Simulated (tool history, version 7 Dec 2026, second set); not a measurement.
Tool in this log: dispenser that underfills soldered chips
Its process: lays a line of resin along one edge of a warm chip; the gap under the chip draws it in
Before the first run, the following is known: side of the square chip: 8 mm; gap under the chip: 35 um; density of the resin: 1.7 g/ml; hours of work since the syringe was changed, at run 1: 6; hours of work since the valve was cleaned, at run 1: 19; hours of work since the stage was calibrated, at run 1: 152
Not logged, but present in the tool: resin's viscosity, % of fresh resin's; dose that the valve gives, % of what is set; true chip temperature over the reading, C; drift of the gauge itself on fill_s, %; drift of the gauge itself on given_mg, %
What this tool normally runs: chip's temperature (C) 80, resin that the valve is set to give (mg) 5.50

| run | hour | chip's temperature (C) | resin that the valve is set to give (mg) | hours of work since the syringe was changed | hours of work since the valve was cleaned | hours of work since the stage was calibrated | time until the resin shows at the far edge (s) | resin that the valve gave (mg) |
|---|---|---|---|---|---|---|---|---|
| 1 | 0.0 | 80 | 5.50 | 6 | 19 | 152 | 82.7 | 5.49 |
|  | 8.3 | new syringe of resin |
| 2 | 13.7 | 82 | 5.50 | 4 | 28 | 161 | 70.6 | 5.50 |
| 3 | 23.6 | 82 | 5.50 | 10 | 35 | 168 | 98.7 | 5.43 |
|  | 25.7 | new syringe of resin |
| 4 | 31.0 | 80 | 6.07 | 3 | 39 | 172 | 73.5 | 6.03 |
| 5 | 41.8 | 80 | 6.70 | 11 | 47 | 180 | 106.8 | 6.64 |
|  | 43.0 | new syringe of resin |
| 6 | 50.7 | 80 | 6.07 | 5 | 52 | 185 | 80.1 | 6.01 |
|  | 60.0 | new syringe of resin |
| 7 | 64.9 | 94 | 5.50 | 3 | 62 | 194 | 45.9 | 5.44 |
|  | 75.0 | dispensing valve cleaned and set on the balance |
| 8 | 76.2 | 94 | 5.50 | 10 | 1 | 201 | 67.1 | 5.49 |
|  | 78.6 | new syringe of resin |
| 9 | 89.2 | 80 | 6.76 | 7 | 9 | 210 | 86.6 | 6.74 |
|  | 95.5 | new syringe of resin |
| 10 | 98.1 | 80 | 6.76 | 2 | 15 | 215 | 64.7 | 6.71 |
| 11 | 107.7 | 80 | 6.76 | 8 | 21 | 222 | 88.8 | 6.70 |
|  | 112.3 | new syringe of resin |
| 12 | 120.1 | 80 | 5.50 | 5 | 29 | 230 | 80.3 | 5.44 |
|  | 129.6 | new syringe of resin |
| 13 | 132.9 | 80 | 5.50 | 2 | 38 | 238 | 67.0 | 5.42 |
| 14 | 144.8 | 80 | 5.50 | 10 | 46 | 246 | 103.7 | 5.43 |
|  | 146.7 | new syringe of resin |
| 15 | 153.7 | 80 | 5.50 | 5 | 51 | 252 | 77.7 | 5.41 |
|  | 164.5 | new syringe of resin |
| 16 | 167.1 | 80 | 5.50 | 2 | 60 | 260 | 68.0 | 5.42 |
|  | 179.0 | dispensing valve cleaned and set on the balance |
| 17 | 179.4 | 80 | 5.50 | 9 | 0 | 268 | 98.7 | 5.50 |
|  | 182.4 | new syringe of resin |
| 18 | 188.9 | 85 | 4.89 | 4 | 6 | 274 | 66.7 | 4.90 |
| 19 | 197.2 | 91 | 5.88 | 10 | 12 | 279 | 69.1 | 5.86 |
|  | 199.4 | new syringe of resin |
| 20 | 211.6 | 91 | 5.88 | 8 | 21 | 289 | 64.2 | 5.85 |
|  | 216.1 | new syringe of resin |
| 21 | 224.3 | 91 | 7.06 | 5 | 30 | 297 | 53.6 | 6.98 |
|  | 232.8 | new syringe of resin |
| 22 | 232.8 | 86 | 6.38 | 0 | 35 | 303 | 47.9 | 6.28 |
| 23 | 244.8 | 85 | 6.83 | 8 | 43 | 310 | 74.1 | 6.76 |
|  | 249.8 | new syringe of resin |
| 24 | 258.0 | 85 | 6.83 | 5 | 51 | 319 | 65.4 | 6.74 |
|  | 266.9 | new syringe of resin |
| 25 | 269.3 | 72 | 5.50 | 2 | 59 | 326 | 86.2 | 5.39 |
| 26 | 275.7 | 89 | 5.53 | 6 | 63 | 331 | 61.1 | 5.44 |
|  | 283.3 | dispensing valve cleaned and set on the balance |
| 27 | 283.5 | 80 | 4.88 | 10 | 0 | 335 | 105.6 | 4.90 |
|  | 284.9 | new syringe of resin |
| 28 | 297.1 | 80 | 6.26 | 8 | 9 | 344 | 91.3 | 6.24 |
|  | 301.8 | new syringe of resin |
| 29 | 307.8 | 80 | 6.26 | 4 | 16 | 351 | 72.0 | 6.23 |
|  | 319.0 | new syringe of resin |
| 30 | 322.3 | 88 | 4.74 | 2 | 25 | 360 | 54.0 | 4.67 |
|  | 335.8 | new syringe of resin |
| 31 | 336.6 | 86 | 5.35 | 0 | 35 | 369 | 51.0 | 5.27 |
| 32 | 347.8 | 86 | 4.88 | 8 | 42 | 377 | 75.8 | 4.78 |

Run 33, settings as shown, results not yet in. Your forecast:
|  | 352.9 | new syringe of resin |
| 33 | 363.4 | 86 | 4.88 | 7 | 52 | 387 | ? | ? |

time until the resin shows at the far edge (s): 71.3
resin that the valve gave (mg): 4.80
Minus the tool's unlogged condition, the same run would have read time until the resin shows at the far edge (s) 52.3, resin that the valve gave (mg) 4.89.
